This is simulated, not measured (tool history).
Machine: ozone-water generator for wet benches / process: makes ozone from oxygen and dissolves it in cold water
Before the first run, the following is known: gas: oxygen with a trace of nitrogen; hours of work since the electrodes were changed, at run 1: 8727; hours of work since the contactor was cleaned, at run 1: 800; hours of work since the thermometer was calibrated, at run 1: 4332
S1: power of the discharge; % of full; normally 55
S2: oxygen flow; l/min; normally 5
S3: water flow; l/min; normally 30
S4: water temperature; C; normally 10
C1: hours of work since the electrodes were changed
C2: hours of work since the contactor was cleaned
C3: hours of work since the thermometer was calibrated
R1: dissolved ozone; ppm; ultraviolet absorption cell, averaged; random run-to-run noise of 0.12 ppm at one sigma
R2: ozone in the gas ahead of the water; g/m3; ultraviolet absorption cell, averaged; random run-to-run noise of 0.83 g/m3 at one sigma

run,hour,S1,S2,S3,S4,C1,C2,C3,R1,R2
1,0,55,5,30,10,8727,800,4332,11,120.8
2,106.8,55,5,30,10,8828,901,4433,10.8,121.5
3,329.3,55,5,30,10,9039,1112,4644,10.8,119.5
4,516.2,55,5,30,10,9216,1289,4821,10.5,120.6
5,691.1,55,5,30,10,9382,1455,4986,10.9,119.1
6,914.2,55,5,30,10,9593,1666,5198,10.7,119.6

Run 7 is up next; what results do you expect?
7,1095,55,5,30,10,9764,1837,5369,?,?

R1: 10.5 ppm
R2: 118.8 g/m3
With the hidden condition absent and the run-to-run variation left alone, this run would have shown R1 12 ppm, R2 132.2 g/m3.
